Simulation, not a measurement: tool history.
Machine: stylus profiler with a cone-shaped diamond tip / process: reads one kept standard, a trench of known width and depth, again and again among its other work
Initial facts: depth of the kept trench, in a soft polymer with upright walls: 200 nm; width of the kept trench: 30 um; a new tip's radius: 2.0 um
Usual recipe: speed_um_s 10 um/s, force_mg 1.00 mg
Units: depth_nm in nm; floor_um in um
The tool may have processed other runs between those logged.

run   hour  speed_um_s  force_mg  depth_nm  floor_um
  1    0.0          10      1.00    201.40     27.69
  2   24.0          10      1.03    201.40     27.71
  3   44.3          10      1.03    201.48     27.72
  4   62.0          10      1.03    201.36     27.73
  5   79.6          10      1.03    201.31     27.66
  6   97.5          10      1.03    201.31     27.68
  7  113.4          10      1.00    201.22     27.70
  8  142.0          10      1.00    201.23     27.67
  9  172.4          10      1.00    201.22     27.70
 10  191.4           4      1.00    201.39     27.72
 11  211.3          10      2.24    202.38     27.74
 12  230.0          10      2.24    202.30     27.64
 13  249.6          10      2.24    202.40     27.69
 14  276.5          10      2.24    202.46     27.66
 15  290.5          12      0.83    201.10     27.61
 16  321.7          39      0.83    201.10     27.31
 17  348.2          39      0.83    201.08     27.30
 18  371.8          10      0.43    200.49     27.62
 19  404.1          10      0.43    200.54     27.56
 20  423.7          10      0.43    200.61     27.58
 21  447.9           5      0.90    201.11     27.68
 22  479.9          12      2.23    202.39     27.64
 23  499.4          10      1.62    201.80     27.57
 24  513.0          10      1.62    201.77     27.61
 25  542.8          10      1.62    201.80     27.60
 26  565.1          15      1.66    201.81     27.55
 27  580.2          11      0.80    201.00     27.54

Results for each run, recomputed without the tool's hidden state and with each run's random variation untouched:
Hidden state present: radius of the tip, um; height scale over the true one, %; drift of the gauge itself on depth_nm, %; drift of the gauge itself on floor_um, %.
run  depth_nm  floor_um
  1    201.61     28.13
  2    201.62     28.16
  3    201.70     28.17
  4    201.59     28.19
  5    201.55     28.13
  6    201.55     28.15
  7    201.46     28.18
  8    201.48     28.15
  9    201.48     28.19
 10    201.65     28.22
 11    202.64     28.24
 12    202.56     28.14
 13    202.67     28.20
 14    202.74     28.17
 15    201.38     28.13
 16    201.39     27.84
 17    201.37     27.83
 18    200.79     28.16
 19    200.84     28.11
 20    200.91     28.13
 21    201.42     28.24
 22    202.71     28.21
 23    202.13     28.14
 24    202.10     28.19
 25    202.14     28.18
 26    202.15     28.14
 27    201.34     28.13

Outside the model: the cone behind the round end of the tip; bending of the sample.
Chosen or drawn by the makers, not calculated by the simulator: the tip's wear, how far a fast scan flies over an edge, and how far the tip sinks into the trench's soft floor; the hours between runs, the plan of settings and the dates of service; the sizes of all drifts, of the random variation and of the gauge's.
